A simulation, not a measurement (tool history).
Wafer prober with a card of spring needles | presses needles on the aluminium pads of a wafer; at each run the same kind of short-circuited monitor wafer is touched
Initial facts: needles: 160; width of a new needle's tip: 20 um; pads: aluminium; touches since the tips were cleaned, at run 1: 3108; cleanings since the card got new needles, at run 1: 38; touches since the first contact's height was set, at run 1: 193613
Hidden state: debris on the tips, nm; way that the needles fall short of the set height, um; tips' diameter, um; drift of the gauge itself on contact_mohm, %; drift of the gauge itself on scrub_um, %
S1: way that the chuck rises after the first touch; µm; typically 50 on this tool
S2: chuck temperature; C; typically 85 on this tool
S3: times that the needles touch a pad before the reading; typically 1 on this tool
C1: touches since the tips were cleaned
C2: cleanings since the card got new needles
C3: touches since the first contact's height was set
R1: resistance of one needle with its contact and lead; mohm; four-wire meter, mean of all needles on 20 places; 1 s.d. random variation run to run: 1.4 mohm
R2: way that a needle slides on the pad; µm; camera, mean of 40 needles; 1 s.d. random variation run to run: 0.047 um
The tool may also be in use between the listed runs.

run   hour  S1   S2  S3    C1  C2      C3   R1    R2
  1    0.0  50   85   1  3108  38  193613  151  6.21
       3.9  -- tips cleaned on abrasive film
      15.1  -- tips cleaned on abrasive film
  2   19.2  50  105   1  1886  40  202474  144  6.14
      25.6  -- tips cleaned on abrasive film
      36.6  -- tips cleaned on abrasive film
  3   38.4  50   85   1   843  42  211337  133  6.09
      40.3  -- height of the first contact set anew
      47.2  -- tips cleaned on abrasive film
      57.6  -- tips cleaned on abrasive film
  4   66.4  50   85   1  4126  44   12092  156  6.37
      68.1  -- tips cleaned on abrasive film
      79.3  -- tips cleaned on abrasive film
      90.4  -- tips cleaned on abrasive film
  5   91.7  50   85   1   586  47   23746  128  6.36
     100.3  -- tips cleaned on abrasive film
     110.9  -- tips cleaned on abrasive film
  6  114.7  50   85   1  1762  49   34391  142  6.38
     120.9  -- tips cleaned on abrasive film
     131.4  -- tips cleaned on abrasive film
     141.6  -- tips cleaned on abrasive film
  7  146.8  50   30   1  2432  52   49250  141  6.32
     151.4  -- tips cleaned on abrasive film
     161.3  -- tips cleaned on abrasive film
     171.8  -- tips cleaned on abrasive film
  8  175.6  50   30   1  1794  55   62554  133  6.18
     181.0  -- tips cleaned on abrasive film
     191.9  -- tips cleaned on abrasive film
  9  194.8  50   30   1  1321  57   71405  132  6.29

Run 10, settings as shown, results not yet in. Your forecast:
     201.7  -- tips cleaned on abrasive film
     212.5  -- tips cleaned on abrasive film
 10  216.5  61  77   2  1872  59  81463   ?   ?

For run 10 the tool returned R1 122 mohm, R2 7.55 µm.
Minus the tool's unlogged condition, the same run would have read R1 111 mohm, R2 7.66 µm.

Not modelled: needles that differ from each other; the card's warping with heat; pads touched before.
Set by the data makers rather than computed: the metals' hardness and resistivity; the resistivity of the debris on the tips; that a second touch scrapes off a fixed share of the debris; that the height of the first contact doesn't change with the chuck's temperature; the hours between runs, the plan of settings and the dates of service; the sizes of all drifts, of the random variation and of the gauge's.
